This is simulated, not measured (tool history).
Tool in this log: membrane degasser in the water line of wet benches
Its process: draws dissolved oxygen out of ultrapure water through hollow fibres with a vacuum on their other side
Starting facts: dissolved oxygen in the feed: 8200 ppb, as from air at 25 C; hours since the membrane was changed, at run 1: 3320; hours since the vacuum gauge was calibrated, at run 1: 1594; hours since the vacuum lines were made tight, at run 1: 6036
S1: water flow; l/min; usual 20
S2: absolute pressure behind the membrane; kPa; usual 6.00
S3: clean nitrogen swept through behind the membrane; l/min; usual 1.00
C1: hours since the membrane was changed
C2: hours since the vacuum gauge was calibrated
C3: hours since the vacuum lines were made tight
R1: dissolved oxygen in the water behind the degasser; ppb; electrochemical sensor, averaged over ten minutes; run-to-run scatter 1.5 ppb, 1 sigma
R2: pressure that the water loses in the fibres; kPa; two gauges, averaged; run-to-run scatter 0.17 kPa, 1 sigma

run 1 hour=0.0 | S1=20 S2=6.00 S3=1.00 | C1=3320 C2=1594 C3=6036 | R1=152.7 R2=28.41
run 2 hour=273.9 | S1=20 S2=6.00 S3=1.91 | C1=3594 C2=1867 C3=6310 | R1=94.5 R2=28.81
run 3 hour=459.9 | S1=20 S2=5.76 S3=1.00 | C1=3780 C2=2053 C3=6496 | R1=140.4 R2=28.24
run 4 hour=634.1 | S1=20 S2=7.49 S3=1.00 | C1=3954 C2=2228 C3=6671 | R1=213.7 R2=28.72
run 5 hour=936.1 | S1=13 S2=7.49 S3=1.00 | C1=4256 C2=2530 C3=6973 | R1=140.6 R2=18.66
run 6 hour=1094.4 | S1=23 S2=6.00 S3=1.00 | C1=4414 C2=2688 C3=7131 | R1=181.1 R2=32.84
run 7 hour=1268.6 | S1=23 S2=6.00 S3=1.00 | C1=4589 C2=2862 C3=7305 | R1=178.0 R2=33.32
run 8 hour=1517.6 | S1=23 S2=6.00 S3=1.00 | C1=4838 C2=3111 C3=7554 | R1=179.4 R2=32.88
run 9 hour=1714.5 | S1=20 S2=6.00 S3=1.00 | C1=5034 C2=3308 C3=7751 | R1=155.2 R2=28.88
run 10 hour=1926.7 | S1=20 S2=5.81 S3=1.00 | C1=5247 C2=3520 C3=7963 | R1=146.0 R2=28.93
run 11 hour=2214.2 | S1=20 S2=6.00 S3=1.34 | C1=5534 C2=3808 C3=8251 | R1=128.4 R2=28.78
run 12 hour=2410.2 | S1=20 S2=6.00 S3=1.34 | C1=5730 C2=4004 C3=8447 | R1=124.9 R2=29.13
run 13 hour=2574.9 | S1=20 S2=6.00 S3=1.34 | C1=5895 C2=4168 C3=8611 | R1=125.5 R2=28.86
run 14 hour=2879.6 | S1=20 S2=6.00 S3=1.34 | C1=6200 C2=4473 C3=8916 | R1=126.2 R2=28.87
run 15 hour=3058.6 | S1=20 S2=9.68 S3=1.00 | C1=6379 C2=4652 C3=9095 | R1=320.5 R2=28.92
run 16 hour=3227.2 | S1=20 S2=9.68 S3=1.00 | C1=6547 C2=4821 C3=9264 | R1=318.0 R2=28.88
run 17 hour=3382.0 | S1=20 S2=9.68 S3=1.00 | C1=6702 C2=4976 C3=9418 | R1=312.2 R2=29.10
run 18 hour=3585.9 | S1=20 S2=9.68 S3=1.00 | C1=6906 C2=5179 C3=9622 | R1=320.4 R2=29.13
-- hour=3679.9 seals of the vacuum lines changed
run 19 hour=3752.9 | S1=24 S2=13.73 S3=0.59 | C1=7071 C2=5344 C3=73 | R1=835.1 R2=34.74
run 20 hour=4056.2 | S1=24 S2=13.73 S3=0.59 | C1=7374 C2=5648 C3=376 | R1=841.6 R2=34.73
run 21 hour=4338.2 | S1=27 S2=8.44 S3=0.77 | C1=7656 C2=5930 C3=658 | R1=429.6 R2=39.23
run 22 hour=4669.4 | S1=27 S2=8.44 S3=0.77 | C1=7987 C2=6261 C3=989 | R1=431.8 R2=39.44
run 23 hour=4994.0 | S1=17 S2=4.84 S3=2.89 | C1=8312 C2=6586 C3=1314 | R1=44.6 R2=24.79
run 24 hour=5292.7 | S1=17 S2=9.74 S3=1.00 | C1=8611 C2=6884 C3=1613 | R1=272.0 R2=24.71
run 25 hour=5534.1 | S1=13 S2=4.58 S3=0.55 | C1=8852 C2=7126 C3=1854 | R1=96.3 R2=19.18
run 26 hour=5764.7 | S1=20 S2=14.85 S3=2.30 | C1=9083 C2=7356 C3=2085 | R1=268.0 R2=29.19
run 27 hour=6012.1 | S1=20 S2=14.85 S3=2.30 | C1=9330 C2=7604 C3=2332 | R1=268.2 R2=29.43
-- hour=6161.6 vacuum gauge calibrated
run 28 hour=6245.6 | S1=20 S2=14.85 S3=2.30 | C1=9563 C2=84 C3=2565 | R1=262.2 R2=29.46
run 29 hour=6525.6 | S1=16 S2=6.00 S3=1.51 | C1=9843 C2=364 C3=2845 | R1=85.6 R2=23.76
run 30 hour=6696.2 | S1=30 S2=7.37 S3=1.51 | C1=10014 C2=535 C3=3016 | R1=241.1 R2=44.22
run 31 hour=6994.4 | S1=23 S2=12.75 S3=1.81 | C1=10312 C2=833 C3=3314 | R1=310.0 R2=34.23
run 32 hour=7257.1 | S1=23 S2=12.75 S3=1.81 | C1=10575 C2=1096 C3=3577 | R1=310.9 R2=33.82

Run by run, hidden condition taken away, random variation retained:
Hidden state at play: membrane still open, %; true pressure behind the membrane over the reading, kPa; air that leaks in behind the membrane, l/min; drift of the gauge itself on oxygen_ppb, %; drift of the gauge itself on loss_of_pressure_kpa, %.
run=1 R1=145.2 R2=27.94
run=2 R1=88.6 R2=28.30
run=3 R1=132.0 R2=27.71
run=4 R1=204.4 R2=28.17
run=5 R1=133.2 R2=18.27
run=6 R1=169.3 R2=32.13
run=7 R1=165.9 R2=32.57
run=8 R1=166.5 R2=32.09
run=9 R1=143.4 R2=28.18
run=10 R1=133.8 R2=28.20
run=11 R1=117.0 R2=28.01
run=12 R1=113.3 R2=28.33
run=13 R1=113.6 R2=28.03
run=14 R1=113.7 R2=28.00
run=15 R1=303.6 R2=28.02
run=16 R1=300.8 R2=27.97
run=17 R1=295.0 R2=28.15
run=18 R1=302.1 R2=28.16
run=19 R1=812.2 R2=33.55
run=20 R1=817.5 R2=33.49
run=21 R1=403.1 R2=37.78
run=22 R1=403.9 R2=37.92
run=23 R1=36.3 R2=23.80
run=24 R1=255.7 R2=23.68
run=25 R1=77.3 R2=18.36
run=26 R1=254.3 R2=27.91
run=27 R1=254.0 R2=28.12
run=28 R1=254.6 R2=28.10
run=29 R1=80.8 R2=22.65
run=30 R1=226.9 R2=42.07
run=31 R1=299.1 R2=32.53
run=32 R1=299.3 R2=32.09
